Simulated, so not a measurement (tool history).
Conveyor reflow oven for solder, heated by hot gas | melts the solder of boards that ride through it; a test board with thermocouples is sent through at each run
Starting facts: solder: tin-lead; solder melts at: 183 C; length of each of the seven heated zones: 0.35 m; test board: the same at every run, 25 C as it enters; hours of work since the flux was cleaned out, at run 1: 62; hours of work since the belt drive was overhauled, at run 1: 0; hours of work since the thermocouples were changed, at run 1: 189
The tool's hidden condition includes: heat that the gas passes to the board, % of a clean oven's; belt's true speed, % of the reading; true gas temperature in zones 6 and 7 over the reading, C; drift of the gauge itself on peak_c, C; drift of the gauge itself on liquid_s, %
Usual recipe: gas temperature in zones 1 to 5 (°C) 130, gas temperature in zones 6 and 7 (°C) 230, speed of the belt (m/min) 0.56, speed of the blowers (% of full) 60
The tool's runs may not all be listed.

| run | day | gas temperature in zones 1 to 5 (°C) | gas temperature in zones 6 and 7 (°C) | speed of the belt (m/min) | speed of the blowers (% of full) | hours of work since the flux was cleaned out | hours of work since the belt drive was overhauled | hours of work since the thermocouples were changed | highest temperature of the board (°C) | time above the solder's melting point (s) |
|---|---|---|---|---|---|---|---|---|---|---|
| 1 | 0 | 130 | 230 | 0.56 | 60 | 62 | 0 | 189 | 209.4 | 46 |
| 2 | 0.288 | 130 | 220 | 0.56 | 60 | 66 | 3 | 192 | 201.4 | 36.6 |
| 3 | 0.779 | 130 | 230 | 0.56 | 60 | 71 | 8 | 197 | 209.6 | 46.3 |
| 4 | 1.179 | 130 | 230 | 0.497 | 60 | 75 | 12 | 201 | 213.5 | 57.3 |
| 5 | 1.496 | 130 | 230 | 0.497 | 60 | 78 | 16 | 205 | 213.6 | 57.4 |
| 6 | 1.838 | 130 | 230 | 0.497 | 60 | 82 | 19 | 208 | 213.8 | 57.3 |
| 7 | 2.412 | 130 | 230 | 0.497 | 60 | 88 | 26 | 214 | 213.7 | 57.4 |
| 8 | 2.892 | 130 | 230 | 0.56 | 68 | 93 | 31 | 220 | 212.1 | 48.9 |
| 9 | 3.238 | 130 | 230 | 0.56 | 68 | 97 | 34 | 223 | 212.1 | 49 |
| 10 | 3.783 | 130 | 230 | 0.456 | 68 | 103 | 40 | 229 | 218.6 | 68.7 |
| 11 | 4.262 | 116 | 230 | 0.56 | 68 | 108 | 45 | 234 | 209.4 | 42.5 |
|  | 4.458 | belt drive overhauled, speed set with a stopwatch |
| 12 | 4.825 | 116 | 230 | 0.56 | 68 | 112 | 4 | 238 | 209.2 | 42.2 |
| 13 | 5.129 | 116 | 230 | 0.56 | 68 | 115 | 7 | 241 | 209.4 | 42.4 |
| 14 | 5.617 | 137 | 230 | 0.56 | 60 | 120 | 12 | 247 | 210.7 | 50 |
| 15 | 5.979 | 119 | 230 | 0.604 | 60 | 124 | 16 | 250 | 203.8 | 32.9 |
| 16 | 6.333 | 132 | 243 | 0.609 | 80 | 128 | 20 | 254 | 224.1 | 54.2 |
|  | 6.575 | belt drive overhauled, speed set with a stopwatch, once more |
| 17 | 6.842 | 130 | 230 | 0.61 | 60 | 131 | 3 | 258 | 205.9 | 38.4 |
| 18 | 7.229 | 140 | 230 | 0.61 | 72 | 135 | 7 | 262 | 211.9 | 47.8 |
| 19 | 7.704 | 129 | 218 | 0.562 | 87 | 141 | 12 | 267 | 205.8 | 43.9 |
| 20 | 7.958 | 129 | 218 | 0.562 | 87 | 143 | 15 | 270 | 205.7 | 44.1 |

What if the next run were any one of these 5? Each begins from the tool's condition after run 20:
| A | 8.517 | 130 | 230 | 0.56 | 60 | 149 | 21 | 276 | ? | ? |
| B | 8.517 | 129 | 218 | 0.484 | 87 | 149 | 21 | 276 | ? | ? |
| C | 8.517 | 129 | 241 | 0.562 | 68 | 149 | 21 | 276 | ? | ? |
| D | 8.517 | 120 | 218 | 0.462 | 87 | 149 | 21 | 276 | ? | ? |
| E | 8.517 | 137 | 230 | 0.56 | 60 | 149 | 21 | 276 | ? | ? |

| run | highest temperature of the board (°C) | time above the solder's melting point (s) |
|---|---|---|
| A | 208.8 | 45.4 |
| B | 209.4 | 57.3 |
| C | 220.8 | 55.2 |
| D | 209.5 | 57.6 |
| E | 210.7 | 49.6 |
With no hidden state in the tool, these same runs would have given:
| run | highest temperature of the board (°C) | time above the solder's melting point (s) |
|---|---|---|
| A | 209.6 | 46.4 |
| B | 210 | 58.6 |
| C | 221.8 | 56 |
| D | 210.1 | 59 |
| E | 211.4 | 50.5 |

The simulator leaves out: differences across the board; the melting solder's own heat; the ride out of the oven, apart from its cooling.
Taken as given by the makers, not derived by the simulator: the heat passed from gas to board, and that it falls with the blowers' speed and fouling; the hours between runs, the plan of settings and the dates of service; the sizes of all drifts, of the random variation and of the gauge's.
